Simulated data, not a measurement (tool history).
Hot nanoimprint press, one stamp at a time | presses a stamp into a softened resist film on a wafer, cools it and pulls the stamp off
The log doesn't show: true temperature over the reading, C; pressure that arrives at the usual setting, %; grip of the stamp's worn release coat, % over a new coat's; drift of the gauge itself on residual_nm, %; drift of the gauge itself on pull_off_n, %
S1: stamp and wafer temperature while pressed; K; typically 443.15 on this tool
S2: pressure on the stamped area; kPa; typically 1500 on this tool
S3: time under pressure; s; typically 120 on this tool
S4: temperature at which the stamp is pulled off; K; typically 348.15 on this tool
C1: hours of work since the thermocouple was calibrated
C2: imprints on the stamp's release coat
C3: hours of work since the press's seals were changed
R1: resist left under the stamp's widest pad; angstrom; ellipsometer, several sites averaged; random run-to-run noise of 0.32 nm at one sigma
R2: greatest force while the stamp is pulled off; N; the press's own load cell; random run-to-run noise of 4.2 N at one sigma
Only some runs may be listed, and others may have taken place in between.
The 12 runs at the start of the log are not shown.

At day 13.271: plate thermocouple calibrated.
Run 13, day 14.312: usual settings but S1 436.15 K; C1 19; C2 1684; C3 286. Result: R1 1462 angstrom, R2 213 N.
Run 14, day 15.062: usual settings but S1 436.15 K; C1 33; C2 1735; C3 299. Result: R1 1465 angstrom, R2 208 N.
Run 15, day 15.988: usual settings; C1 50; C2 1798; C3 316. Result: R1 1207 angstrom, R2 209 N.
Run 16, day 17.612: usual settings but S2 1780 kPa, S3 149 s; C1 79; C2 1909; C3 346. Result: R1 1063 angstrom, R2 207 N.
Run 17, day 18.383: usual settings but S4 349.15 K; C1 93; C2 1961; C3 360. Result: R1 1210 angstrom, R2 205 N.
At day 19.721: stamp cleaned and given a new release coat.
Run 18, day 20.038: usual settings but S1 433.15 K, S3 133 s, S4 349.15 K; C1 119; C2 22; C3 386. Result: R1 1543 angstrom, R2 208 N.
Run 19, day 21.483: usual settings but S1 433.15 K, S3 133 s, S4 349.15 K; C1 145; C2 121; C3 412. Result: R1 1545 angstrom, R2 204 N.
Run 20, day 22.275: usual settings but S1 433.15 K, S3 71 s, S4 349.15 K; C1 160; C2 174; C3 426. Result: R1 1731 angstrom, R2 202 N.
Run 21, day 23.146: usual settings but S1 441.15 K, S2 1640 kPa, S3 71 s, S4 351.15 K; C1 176; C2 234; C3 442. Result: R1 1453 angstrom, R2 196 N.
Run 22, day 24.133: usual settings but S1 441.15 K, S2 1640 kPa, S3 71 s, S4 351.15 K; C1 193; C2 301; C3 460. Result: R1 1455 angstrom, R2 195 N.
Run 23, day 25.792: usual settings but S1 437.15 K, S4 349.15 K; C1 224; C2 414; C3 491. Result: R1 1439 angstrom, R2 204 N.
Run 24, day 26.908: usual settings but S1 437.15 K, S2 1700 kPa, S3 169 s, S4 349.15 K; C1 244; C2 490; C3 511. Result: R1 1269 angstrom, R2 200 N.
Run 25, day 27.642: usual settings but S1 437.15 K, S2 1700 kPa, S3 169 s, S4 349.15 K; C1 258; C2 540; C3 524. Result: R1 1267 angstrom, R2 204 N.
Run 26, day 28.725: usual settings but S1 437.15 K, S2 1400 kPa, S3 140 s, S4 340.15 K; C1 277; C2 614; C3 544. Result: R1 1420 angstrom, R2 228 N.
At day 29.342: gauge calibrated.
Run 27, day 30.438: usual settings but S1 431.15 K, S2 1540 kPa, S3 74 s, S4 339.15 K; C1 308; C2 731; C3 575. Result: R1 1725 angstrom, R2 225 N.
Run 28, day 31.383: usual settings but S1 431.15 K, S2 1540 kPa, S3 74 s, S4 350.15 K; C1 326; C2 795; C3 593. Result: R1 1736 angstrom, R2 196 N.
Run 29, day 32.833: usual settings but S1 431.15 K, S2 1370 kPa, S3 143 s, S4 352.15 K; C1 352; C2 894; C3 619. Result: R1 1597 angstrom, R2 195 N.
Run 30, day 33.754: usual settings but S1 431.15 K, S2 1370 kPa, S3 143 s, S4 347.15 K; C1 369; C2 957; C3 636. Result: R1 1594 angstrom, R2 209 N.

Forecast each of these 4 alternatives for the next run:
Run A, day 35.354: usual settings but S3 163 s, S4 351.15 K; C1 398; C2 1066; C3 665. Result: R1 ?, R2 ?.
Run B, day 35.354: usual settings but S2 1280 kPa, S3 95 s, S4 352.15 K; C1 398; C2 1066; C3 665. Result: R1 ?, R2 ?.
Run C, day 35.354: usual settings but S1 431.15 K, S2 1370 kPa, S3 142 s, S4 343.15 K; C1 398; C2 1066; C3 665. Result: R1 ?, R2 ?.
Run D, day 35.354: usual settings but S1 431.15 K, S2 1370 kPa, S3 152 s, S4 347.15 K; C1 398; C2 1066; C3 665. Result: R1 ?, R2 ?.

run    R1   R2
  A  1086  199
  B  1353  191
  C  1608  213
  D  1583  212
Had the tool no hidden state, the same runs would have come out as:
run    R1   R2
  A  1079  198
  B  1345  190
  C  1598  212
  D  1574  211
